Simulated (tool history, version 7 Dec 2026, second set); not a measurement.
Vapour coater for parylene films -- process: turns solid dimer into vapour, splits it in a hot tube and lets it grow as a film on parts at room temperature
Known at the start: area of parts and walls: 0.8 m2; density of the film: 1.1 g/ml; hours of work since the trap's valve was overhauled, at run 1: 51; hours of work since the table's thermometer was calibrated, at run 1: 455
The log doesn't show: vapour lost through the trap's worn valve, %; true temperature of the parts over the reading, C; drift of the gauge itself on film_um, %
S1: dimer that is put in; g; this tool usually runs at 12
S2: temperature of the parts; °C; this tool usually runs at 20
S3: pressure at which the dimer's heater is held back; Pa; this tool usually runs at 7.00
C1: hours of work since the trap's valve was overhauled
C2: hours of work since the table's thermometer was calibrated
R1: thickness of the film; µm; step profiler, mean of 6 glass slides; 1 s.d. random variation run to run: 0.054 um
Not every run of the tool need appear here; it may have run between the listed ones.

run,day,S1,S2,S3,C1,C2,R1
1,0.000,12,20,7.00,51,455,9.11
2,0.617,12,20,7.00,59,464,9.03
3,1.333,12,20,2.61,70,474,10.59
4,2.096,12,20,2.61,81,485,10.48
5,2.733,12,20,7.00,90,494,9.16
6,3.696,10,20,7.00,104,508,7.46
7,4.317,9,20,7.00,113,517,6.72
8,5.117,12,20,7.00,124,529,8.93
9,5.758,12,20,7.00,134,538,8.91
10,6.362,8,20,7.00,142,547,5.97
11,7.421,12,18,7.00,158,562,9.54
12,8.175,12,18,7.00,169,573,9.47
13,8.962,12,18,7.00,180,584,9.38
14,9.429,12,18,7.00,187,591,9.50
15,10.046,12,18,7.00,196,600,9.49
16,10.729,12,18,7.00,205,610,9.45
17,11.542,12,20,2.75,217,621,10.14
18,12.142,7,16,2.18,226,630,7.04
19,12.917,12,16,2.59,237,641,11.73
20,13.721,11,15,2.59,249,653,11.12
21,14.292,11,15,2.59,257,661,11.00
# day 14.504: trap's valve overhauled
22,15.050,11,15,2.59,8,670,10.74
23,15.600,11,15,2.59,16,678,10.82
24,16.075,11,15,2.59,23,684,10.79
25,16.921,11,15,2.59,35,697,10.68
# day 18.104: trap's valve overhauled, once more
26,18.158,12,13,7.00,1,712,11.47
27,18.858,15,18,4.17,11,722,13.33
28,19.642,10,31,2.15,22,734,6.34
29,20.579,10,31,2.15,36,747,6.42
30,21.329,10,31,2.15,47,758,6.42
31,21.875,7,12,7.00,54,766,6.97
32,22.529,11,19,4.90,64,775,9.12
33,23.212,11,19,4.90,74,785,9.20
34,23.700,11,19,4.90,81,792,9.04

Below, some changes in R1 between adjacent runs. For each, the amount present without the hidden state too (settings, incoming material, random variation) and the amount remaining for the hidden state with gauge scatter not shared by both compared results:
Run 10 -> 11: S1 8 -> 12, S2 20 -> 18. R1 +3.57 µm: hidden state -0.11, all else +3.68.
Run 18 -> 19: S1 7 -> 12, S3 2.18 -> 2.59. R1 +4.69 µm: hidden state -0.23, all else +4.92.
Run 21 -> 22: trap's valve overhauled. R1 -0.26 µm: hidden state -0.21, all else -0.05.
Run 25 -> 26: S1 11 -> 12, S2 15 -> 13, S3 2.59 -> 7.00, trap's valve overhauled, once more. R1 +0.79 µm: hidden state +0.87, all else -0.08.
Run 27 -> 28: S1 15 -> 10, S2 18 -> 31, S3 4.17 -> 2.15. R1 -6.99 µm: hidden state -0.06, all else -6.93.
